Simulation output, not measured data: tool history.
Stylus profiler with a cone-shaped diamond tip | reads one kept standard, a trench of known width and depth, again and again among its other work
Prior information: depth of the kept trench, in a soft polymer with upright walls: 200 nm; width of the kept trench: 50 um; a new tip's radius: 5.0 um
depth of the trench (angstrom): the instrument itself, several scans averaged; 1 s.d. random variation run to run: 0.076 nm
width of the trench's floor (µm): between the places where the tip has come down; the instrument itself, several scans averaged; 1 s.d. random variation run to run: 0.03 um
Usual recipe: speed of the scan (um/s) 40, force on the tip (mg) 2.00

run	day	speed of the scan (um/s)	force on the tip (mg)	depth of the trench (angstrom)	width of the trench's floor (µm)
1	0.000	40	2.00	2031.3	46.82
2	0.362	40	2.00	2031.7	46.82
3	0.767	40	2.00	2031.2	46.88
4	1.288	40	2.00	2031.3	46.81
5	1.633	40	2.00	2031.3	46.88
6	2.196	40	2.00	2031.6	46.83
7	2.771	40	2.00	2032.2	46.78
8	3.150	40	2.00	2033.8	46.81
9	3.429	40	2.00	2033.6	46.82
10	3.875	12	1.07	2022.5	46.94
11	4.408	25	2.56	2037.2	46.86
12	4.683	26	4.58	2053.7	46.88
13	5.262	26	3.46	2042.8	46.89
14	5.683	26	3.46	2042.7	46.86
15	6.312	26	3.46	2043.2	46.87
16	6.758	55	0.76	2015.5	46.52
17	7.125	105	2.08	2029.7	46.39

Not shown here: 2 entries made in the log between runs. Locate each between two listed runs and compare the hidden state at the listed run before it with the hidden state at the listed run after it:
After run 6, before run 7: height scale calibrated on a step standard (day 2.246)
  radius of the tip, um: 5.59 -> 5.62; height scale over the true one, %: 0.064 -> 0.104
  the result without the hidden state subtracted from the measured one, depth of the trench (angstrom): +1.3 -> +2.1; width of the trench's floor (µm): -0.16 -> -0.17
After run 12, before run 13: height scale calibrated on a step standard, once more (day 5.188)
  radius of the tip, um: 5.72 -> 5.75; height scale over the true one, %: 0.118 -> -0.041
  the result without the hidden state subtracted from the measured one, depth of the trench (angstrom): +2.4 -> -0.8; width of the trench's floor (µm): -0.20 -> -0.20

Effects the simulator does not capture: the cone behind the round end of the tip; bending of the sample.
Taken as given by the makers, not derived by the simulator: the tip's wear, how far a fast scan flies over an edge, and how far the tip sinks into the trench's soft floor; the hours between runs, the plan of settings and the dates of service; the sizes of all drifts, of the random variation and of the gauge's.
